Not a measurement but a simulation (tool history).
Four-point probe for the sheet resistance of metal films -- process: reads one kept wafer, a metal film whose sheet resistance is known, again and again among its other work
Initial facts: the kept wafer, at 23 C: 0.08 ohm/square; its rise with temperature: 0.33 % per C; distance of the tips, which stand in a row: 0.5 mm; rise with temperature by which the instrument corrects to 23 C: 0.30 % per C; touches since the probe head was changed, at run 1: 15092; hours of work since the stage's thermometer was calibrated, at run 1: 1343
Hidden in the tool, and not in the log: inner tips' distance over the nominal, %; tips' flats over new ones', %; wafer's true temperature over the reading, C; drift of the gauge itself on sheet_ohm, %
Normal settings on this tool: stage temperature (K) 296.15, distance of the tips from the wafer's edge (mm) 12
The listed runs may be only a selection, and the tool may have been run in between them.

run    hour  stage temperature (K)  distance of the tips from the wafer's edge (mm)  touches since the probe head was changed  hours of work since the stage's thermometer was calibrated  sheet resistance as the instrument gives it (ohm/square)
  1       0                 296.15                                               12                                     15092                                                        1343                                                  0.080258
  2    29.8                 296.15                                               12                                     15677                                                        1366                                                   0.08024
  3    91.9                 296.15                                               12                                     16894                                                        1413                                                  0.080267
  4   157.9                 296.15                                               12                                     18186                                                        1463                                                  0.080221
  5   218.1                 296.15                                               12                                     19366                                                        1509                                                  0.080226
  6   249.3                 297.15                                               12                                     19977                                                        1533                                                  0.080277
  7   315.2                 296.15                                               73                                     21270                                                        1583                                                  0.080159
  8   374.5                 302.15                                               12                                     22433                                                        1628                                                  0.080384
  9   415.6                 302.15                                               12                                     23237                                                        1659                                                  0.080406
 10   482.1                 302.15                                               12                                     24541                                                        1710                                                   0.08036
 11   524.3                 302.15                                               12                                     25368                                                        1742                                                  0.080402
 12   568.8                 302.15                                               12                                     26239                                                        1776                                                  0.080391
 13     603                 302.15                                               12                                     26910                                                        1802                                                  0.080417
 14   664.7                 302.15                                               12                                     28119                                                        1849                                                  0.080389
 15   700.4                 302.15                                               12                                     28819                                                        1876                                                  0.080412
 16   749.5                 296.15                                               12                                     29781                                                        1913                                                  0.080256
 17     807                 303.15                                               12                                     30909                                                        1957                                                  0.080433
 18   861.1                 296.15                                               12                                     31967                                                        1998                                                  0.080233
 19   906.8                 296.15                                               12                                     32864                                                        2033                                                  0.080264
 20     953                 296.15                                               12                                     33770                                                        2068                                                  0.080262
 21   997.4                 296.15                                               12                                     34640                                                        2102                                                  0.080278
 22  1024.9                 296.15                                               12                                     35179                                                        2123                                                  0.080298
 23  1070.5                 294.15                                                4                                     36072                                                        2158                                                  0.080766
 24  1127.3                 294.15                                                4                                     37185                                                        2201                                                   0.08079
 25  1167.9                 294.15                                                4                                     37982                                                        2232                                                  0.080799
 26  1217.2                 293.15                                                3                                     38948                                                        2269                                                  0.081292
 27  1245.4                 297.15                                                7                                     39500                                                        2291                                                  0.080396
 28  1280.7                 297.15                                                7                                     40191                                                        2317                                                  0.080418
 29  1309.9                 296.15                                               38                                     40763                                                        2340                                                  0.080186
 30  1359.5                 296.15                                               38                                     41736                                                        2377                                                  0.080199
 31  1410.5                 299.15                                               28                                     42736                                                        2416                                                  0.080295
 32  1441.4                 299.15                                               28                                     43341                                                        2440                                                  0.080321
 33  1479.6                 299.15                                               28                                     44089                                                        2469                                                  0.080275
 34  1543.8                 299.15                                               28                                     45348                                                        2518                                                   0.08027
 35  1590.2                 299.15                                               28                                     46257                                                        2553                                                  0.080273
 36  1623.3                 299.15                                               28                                     46907                                                        2578                                                  0.080298
 37    1691                 300.15                                               64                                     48233                                                        2630                                                  0.080294
 38  1743.3                 295.15                                                6                                     49257                                                        2670                                                  0.080462
 39  1801.1                 307.15                                               19                                     50390                                                        2714                                                  0.080487
 40  1834.5                 307.15                                               19                                     51044                                                        2739                                                  0.080464
       1844  -- stage's thermometer calibrated
 41  1865.7                 296.15                                                3                                     51646                                                          17                                                  0.081058
 42  1928.6                 296.15                                               23                                     52879                                                          64                                                  0.079912
 43  1979.6                 296.15                                               23                                     53880                                                         103                                                  0.079917
 44  2011.1                 308.15                                               20                                     54495                                                         127                                                  0.080226

Consider 4 possible next runs. They are alternatives, not a sequence: every one starts from the tool as it was left by run 44. What does each give?
  A  2042.6                 301.15                                                7                                     55114                                                         151                                                         ?
  B  2042.6                 296.15                                               12                                     55114                                                         151                                                         ?
  C  2042.6                 297.15                                                5                                     55114                                                         151                                                         ?
  D  2042.6                 306.15                                               20                                     55114                                                         151                                                         ?

run  sheet resistance as the instrument gives it (ohm/square)
  A                                                  0.080273
  B                                                  0.079992
  C                                                  0.080388
  D                                                  0.080194
Take away the tool's hidden state, keep each run's random variation, and the runs would have read:
run  sheet resistance as the instrument gives it (ohm/square)
  A                                                  0.080364
  B                                                  0.080084
  C                                                   0.08048
  D                                                  0.080286

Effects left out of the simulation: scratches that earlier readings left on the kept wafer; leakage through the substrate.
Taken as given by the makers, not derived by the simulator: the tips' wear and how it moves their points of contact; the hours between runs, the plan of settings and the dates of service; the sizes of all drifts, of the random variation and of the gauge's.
